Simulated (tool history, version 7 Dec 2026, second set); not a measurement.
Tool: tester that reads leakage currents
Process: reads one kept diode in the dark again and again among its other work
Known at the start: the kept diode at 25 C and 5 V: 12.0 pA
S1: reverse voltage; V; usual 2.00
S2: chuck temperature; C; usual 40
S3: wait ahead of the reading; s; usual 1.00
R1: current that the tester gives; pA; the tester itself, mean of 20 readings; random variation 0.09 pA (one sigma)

run 1 hour=0.0 | S1=2.00 S2=40 S3=1.00 | R1=29.46
run 2 hour=58.5 | S1=2.00 S2=41 S3=1.00 | R1=31.10
run 3 hour=133.8 | S1=2.00 S2=41 S3=1.00 | R1=28.00
run 4 hour=193.1 | S1=2.00 S2=40 S3=1.50 | R1=26.23
run 5 hour=278.4 | S1=2.00 S2=29 S3=1.00 | R1=12.93
run 6 hour=360.8 | S1=2.00 S2=40 S3=0.38 | R1=27.50
run 7 hour=407.5 | S1=2.00 S2=40 S3=1.00 | R1=26.58
run 8 hour=492.8 | S1=2.00 S2=40 S3=1.00 | R1=26.81
run 9 hour=547.7 | S1=2.00 S2=40 S3=1.00 | R1=26.72
run 10 hour=627.8 | S1=2.00 S2=40 S3=1.00 | R1=27.03
run 11 hour=691.2 | S1=2.00 S2=40 S3=1.00 | R1=26.88
run 12 hour=770.6 | S1=2.00 S2=40 S3=1.61 | R1=26.82
run 13 hour=813.6 | S1=2.00 S2=40 S3=1.61 | R1=26.80
run 14 hour=882.2 | S1=2.00 S2=40 S3=1.61 | R1=27.04
run 15 hour=924.2 | S1=2.00 S2=40 S3=1.61 | R1=27.08
run 16 hour=987.5 | S1=2.00 S2=40 S3=1.61 | R1=27.08
run 17 hour=1037.4 | S1=2.00 S2=40 S3=1.61 | R1=27.29
run 18 hour=1077.6 | S1=2.00 S2=40 S3=1.61 | R1=27.10
run 19 hour=1161.3 | S1=4.02 S2=20 S3=0.63 | R1=11.54
run 20 hour=1240.3 | S1=4.02 S2=20 S3=0.63 | R1=11.65
run 21 hour=1280.3 | S1=8.44 S2=40 S3=5.39 | R1=48.18
run 22 hour=1317.9 | S1=8.44 S2=48 S3=5.39 | R1=78.16
run 23 hour=1399.6 | S1=11.10 S2=48 S3=5.39 | R1=87.70
run 24 hour=1471.6 | S1=2.00 S2=40 S3=0.80 | R1=28.19
run 25 hour=1532.4 | S1=2.82 S2=22 S3=0.85 | R1=10.70
run 26 hour=1613.4 | S1=2.45 S2=36 S3=1.00 | R1=23.61
run 27 hour=1675.5 | S1=1.53 S2=34 S3=2.65 | R1=17.02
run 28 hour=1713.1 | S1=1.27 S2=40 S3=6.90 | R1=23.20
run 29 hour=1762.9 | S1=2.52 S2=40 S3=4.47 | R1=30.54
run 30 hour=1847.0 | S1=1.03 S2=55 S3=1.66 | R1=54.20
run 31 hour=1911.3 | S1=1.03 S2=34 S3=1.66 | R1=14.83
run 32 hour=1952.8 | S1=1.03 S2=34 S3=1.66 | R1=14.76
run 33 hour=1999.3 | S1=1.88 S2=40 S3=5.28 | R1=27.43
run 34 hour=2061.7 | S1=1.88 S2=40 S3=5.28 | R1=27.56

Not shown: 1 entry that the log had between the listed runs. Between which runs, and how does the tool's hidden state differ before and after?
Between runs 2 and 3: probe card cleaned and baked (hour 72.4)
  stray current of the dirty probe card, pA a volt: 1.577 -> 0.043; true chuck temperature over the reading, C: 0.68 -> 0.71
  measured less the result without the state, R1: +4.26 -> +1.24 pA

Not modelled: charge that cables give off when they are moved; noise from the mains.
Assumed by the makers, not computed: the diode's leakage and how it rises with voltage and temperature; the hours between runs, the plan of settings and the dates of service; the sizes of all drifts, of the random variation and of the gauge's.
